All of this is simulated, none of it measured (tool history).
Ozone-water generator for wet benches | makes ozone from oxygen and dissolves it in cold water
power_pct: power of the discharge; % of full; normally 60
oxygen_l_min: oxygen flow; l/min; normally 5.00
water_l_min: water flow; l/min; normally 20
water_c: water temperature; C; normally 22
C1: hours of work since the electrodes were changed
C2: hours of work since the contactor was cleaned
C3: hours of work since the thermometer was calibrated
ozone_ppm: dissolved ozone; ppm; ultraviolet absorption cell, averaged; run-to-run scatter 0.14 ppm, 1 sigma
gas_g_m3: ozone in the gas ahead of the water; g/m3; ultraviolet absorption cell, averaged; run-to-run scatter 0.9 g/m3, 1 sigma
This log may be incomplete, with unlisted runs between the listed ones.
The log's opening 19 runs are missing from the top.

Run 20, hour 1532.2: usual settings but power_pct 83 % of full, oxygen_l_min 4.36 l/min, water_l_min 14 l/min, water_c 17 C; C1 4027; C2 3225; C3 1046. Result: ozone_ppm 26.6 ppm, gas_g_m3 190.9 g/m3.
Run 21, hour 1595.9: usual settings but power_pct 83 % of full, oxygen_l_min 4.36 l/min, water_l_min 14 l/min, water_c 17 C; C1 4074; C2 3273; C3 1094. Result: ozone_ppm 26.4 ppm, gas_g_m3 189.0 g/m3.
Run 22, hour 1683.8: usual settings but power_pct 48 % of full, water_c 15 C; C1 4140; C2 3339; C3 1159. Result: ozone_ppm 13.5 ppm, gas_g_m3 116.5 g/m3.
Run 23, hour 1740.9: usual settings but power_pct 42 % of full, oxygen_l_min 6.53 l/min, water_l_min 23 l/min, water_c 25 C; C1 4183; C2 3381; C3 1202. Result: ozone_ppm 8.8 ppm, gas_g_m3 86.2 g/m3.
Run 24, hour 1807.4: usual settings but power_pct 42 % of full, oxygen_l_min 6.53 l/min, water_l_min 23 l/min, water_c 25 C; C1 4232; C2 3431; C3 1252. Result: ozone_ppm 8.9 ppm, gas_g_m3 87.5 g/m3.
Run 25, hour 1878.6: usual settings but power_pct 67 % of full; C1 4285; C2 3484; C3 1305. Result: ozone_ppm 15.2 ppm, gas_g_m3 147.1 g/m3.
Run 26, hour 1929.7: usual settings but power_pct 81 % of full, oxygen_l_min 3.67 l/min, water_l_min 23 l/min, water_c 29 C; C1 4324; C2 3522; C3 1343. Result: ozone_ppm 14.4 ppm, gas_g_m3 208.7 g/m3.
Run 27, hour 2019.4: usual settings but power_pct 46 % of full, oxygen_l_min 3.67 l/min, water_l_min 19 l/min, water_c 29 C; C1 4391; C2 3589; C3 1410. Result: ozone_ppm 11.4 ppm, gas_g_m3 137.3 g/m3.
Run 28, hour 2104.9: usual settings but power_pct 46 % of full, oxygen_l_min 3.67 l/min, water_l_min 19 l/min, water_c 29 C; C1 4455; C2 3653; C3 1474. Result: ozone_ppm 11.4 ppm, gas_g_m3 138.3 g/m3.
Run 29, hour 2192.6: usual settings but power_pct 62 % of full, oxygen_l_min 2.97 l/min, water_l_min 23 l/min, water_c 15 C; C1 4520; C2 3719; C3 1540. Result: ozone_ppm 14.0 ppm, gas_g_m3 195.2 g/m3.
Run 30, hour 2272.6: usual settings but water_c 15 C; C1 4580; C2 3779; C3 1599. Result: ozone_ppm 15.5 ppm, gas_g_m3 134.1 g/m3.
Run 31, hour 2342.5: usual settings but power_pct 70 % of full, water_c 29 C; C1 4632; C2 3831; C3 1652. Result: ozone_ppm 14.0 ppm, gas_g_m3 151.1 g/m3.
Run 32, hour 2396.6: usual settings but power_pct 74 % of full, oxygen_l_min 4.38 l/min; C1 4672; C2 3871; C3 1692. Result: ozone_ppm 16.4 ppm, gas_g_m3 169.7 g/m3.

Alternative continuations, all from the tool just after run 32; predict every row:
Run A, hour 2503.1: usual settings but oxygen_l_min 4.70 l/min, water_l_min 26 l/min; C1 4752; C2 3951; C3 1772. Result: ozone_ppm ?, gas_g_m3 ?.
Run B, hour 2503.1: usual settings but power_pct 73 % of full; C1 4752; C2 3951; C3 1772. Result: ozone_ppm ?, gas_g_m3 ?.
Run C, hour 2503.1: usual settings but oxygen_l_min 3.06 l/min, water_c 27 C; C1 4752; C2 3951; C3 1772. Result: ozone_ppm ?, gas_g_m3 ?.
Run D, hour 2503.1: usual settings but oxygen_l_min 2.75 l/min, water_l_min 24 l/min; C1 4752; C2 3951; C3 1772. Result: ozone_ppm ?, gas_g_m3 ?.

run  ozone_ppm  gas_g_m3
  A       11.0     140.7
  B       16.2     154.4
  C       13.8     185.8
  D       12.0     199.7
Without the tool's hidden state the same runs would have given:
run  ozone_ppm  gas_g_m3
  A       12.8     156.5
  B       19.0     175.0
  C       16.0     206.8
  D       14.0     222.3
